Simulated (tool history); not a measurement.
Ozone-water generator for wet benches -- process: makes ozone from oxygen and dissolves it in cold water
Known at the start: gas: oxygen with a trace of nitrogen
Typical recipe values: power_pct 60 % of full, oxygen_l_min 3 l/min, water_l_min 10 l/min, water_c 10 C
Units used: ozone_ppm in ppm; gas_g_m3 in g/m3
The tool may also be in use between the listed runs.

Run 1, day 0: usual settings. Result: ozone_ppm 24 ppm, gas_g_m3 164 g/m3.
Run 2, day 2.783: usual settings. Result: ozone_ppm 23.7 ppm, gas_g_m3 163.1 g/m3.
Run 3, day 6.417: usual settings. Result: ozone_ppm 23.7 ppm, gas_g_m3 162.7 g/m3.
Run 4, day 12.683: usual settings but water_l_min 7 l/min. Result: ozone_ppm 30 ppm, gas_g_m3 161.9 g/m3.
Run 5, day 17.479: usual settings but water_l_min 7 l/min. Result: ozone_ppm 30.1 ppm, gas_g_m3 162.5 g/m3.
Run 6, day 20.258: usual settings but water_l_min 7 l/min. Result: ozone_ppm 30.2 ppm, gas_g_m3 163 g/m3.
Run 7, day 24.296: usual settings but water_c 7 C. Result: ozone_ppm 24.7 ppm, gas_g_m3 161.7 g/m3.
Run 8, day 29.821: usual settings but water_c 7 C. Result: ozone_ppm 24.4 ppm, gas_g_m3 162.8 g/m3.
Run 9, day 36.338: usual settings but power_pct 54 % of full, water_c 7 C. Result: ozone_ppm 22.4 ppm, gas_g_m3 148.9 g/m3.
Run 10, day 42.012: usual settings but power_pct 54 % of full, water_c 7 C. Result: ozone_ppm 22.6 ppm, gas_g_m3 148.6 g/m3.
Run 11, day 47.846: usual settings but power_pct 54 % of full, water_c 7 C. Result: ozone_ppm 22.5 ppm, gas_g_m3 147.5 g/m3.
Run 12, day 54.404: usual settings but power_pct 54 % of full, water_c 7 C. Result: ozone_ppm 22.5 ppm, gas_g_m3 147.3 g/m3.
Run 13, day 59.433: usual settings but power_pct 54 % of full, water_c 7 C. Result: ozone_ppm 22.2 ppm, gas_g_m3 148.5 g/m3.
Run 14, day 64.717: usual settings but oxygen_l_min 4.74 l/min. Result: ozone_ppm 25.3 ppm, gas_g_m3 136.6 g/m3.
Run 15, day 68.75: usual settings but oxygen_l_min 4.74 l/min. Result: ozone_ppm 25.5 ppm, gas_g_m3 136.2 g/m3.
Run 16, day 74.071: usual settings. Result: ozone_ppm 23 ppm, gas_g_m3 160.2 g/m3.
Run 17, day 77.3: usual settings. Result: ozone_ppm 22.8 ppm, gas_g_m3 158.1 g/m3.
Run 18, day 83.792: usual settings but power_pct 51 % of full, oxygen_l_min 4.07 l/min, water_c 6 C. Result: ozone_ppm 23 ppm, gas_g_m3 128.8 g/m3.
Run 19, day 86.933: usual settings but power_pct 50 % of full, water_l_min 15 l/min, water_c 5 C. Result: ozone_ppm 15 ppm, gas_g_m3 139.2 g/m3.
At day 89.567: water thermometer calibrated.
Run 20, day 91.625: usual settings but power_pct 44 % of full, oxygen_l_min 1.78 l/min, water_c 6 C. Result: ozone_ppm 16 ppm, gas_g_m3 149.8 g/m3.
Run 21, day 96.467: usual settings but water_l_min 9 l/min. Result: ozone_ppm 24.8 ppm, gas_g_m3 157.3 g/m3.
Run 22, day 102.821: usual settings but power_pct 65 % of full, water_l_min 9 l/min. Result: ozone_ppm 26.2 ppm, gas_g_m3 169.2 g/m3.
Run 23, day 107.371: usual settings but power_pct 65 % of full, oxygen_l_min 2.91 l/min, water_l_min 9 l/min, water_c 13 C. Result: ozone_ppm 25.1 ppm, gas_g_m3 169.3 g/m3.
Run 24, day 112.567: usual settings but power_pct 49 % of full, oxygen_l_min 1.58 l/min. Result: ozone_ppm 15.6 ppm, gas_g_m3 166.5 g/m3.
Run 25, day 115.496: usual settings but power_pct 49 % of full, oxygen_l_min 1.58 l/min. Result: ozone_ppm 15.9 ppm, gas_g_m3 167.9 g/m3.
Run 26, day 120.046: usual settings but power_pct 41 % of full, oxygen_l_min 3.5 l/min. Result: ozone_ppm 18 ppm, gas_g_m3 114.4 g/m3.
Run 27, day 126.425: usual settings but power_pct 41 % of full, oxygen_l_min 3.68 l/min, water_l_min 7 l/min, water_c 8 C. Result: ozone_ppm 23.6 ppm, gas_g_m3 112 g/m3.
Run 28, day 130.4: usual settings but power_pct 52 % of full. Result: ozone_ppm 20.3 ppm, gas_g_m3 141.7 g/m3.
Run 29, day 134.729: usual settings but water_l_min 8 l/min. Result: ozone_ppm 26.3 ppm, gas_g_m3 157.3 g/m3.
Run 30, day 137.825: usual settings but power_pct 97 % of full, oxygen_l_min 1.59 l/min. Result: ozone_ppm 26 ppm, gas_g_m3 269.9 g/m3.
Run 31, day 143.592: usual settings but oxygen_l_min 2.15 l/min. Result: ozone_ppm 20.2 ppm, gas_g_m3 174.4 g/m3.
Run 32, day 148.308: usual settings but oxygen_l_min 4.82 l/min, water_l_min 12 l/min. Result: ozone_ppm 21.4 ppm, gas_g_m3 134.9 g/m3.
Run 33, day 154.5: usual settings but power_pct 47 % of full, oxygen_l_min 1.99 l/min, water_l_min 7 l/min. Result: ozone_ppm 21.8 ppm, gas_g_m3 149.9 g/m3.

Forecast each of these 4 alternatives for the next run:
Run A, day 161.188: usual settings but power_pct 41 % of full, oxygen_l_min 1.99 l/min, water_l_min 7 l/min, water_c 8 C. Result: ozone_ppm ?, gas_g_m3 ?.
Run B, day 161.188: usual settings but power_pct 70 % of full, oxygen_l_min 2.12 l/min, water_c 14 C. Result: ozone_ppm ?, gas_g_m3 ?.
Run C, day 161.188: usual settings but power_pct 45 % of full, oxygen_l_min 2.19 l/min, water_l_min 9 l/min. Result: ozone_ppm ?, gas_g_m3 ?.
Run D, day 161.188: usual settings but power_pct 47 % of full, oxygen_l_min 1.99 l/min, water_l_min 7 l/min, water_c 5 C. Result: ozone_ppm ?, gas_g_m3 ?.

run  ozone_ppm  gas_g_m3
  A       20.6     136.2
  B       21.2     195.6
  C         18     141.2
  D       23.5     150.2
The same runs, with their run-to-run variation unchanged, on a tool lacking any hidden condition would have given:
run  ozone_ppm  gas_g_m3
  A       22.3     142.6
  B         24     211.2
  C       19.8     148.7
  D       25.7     158.5
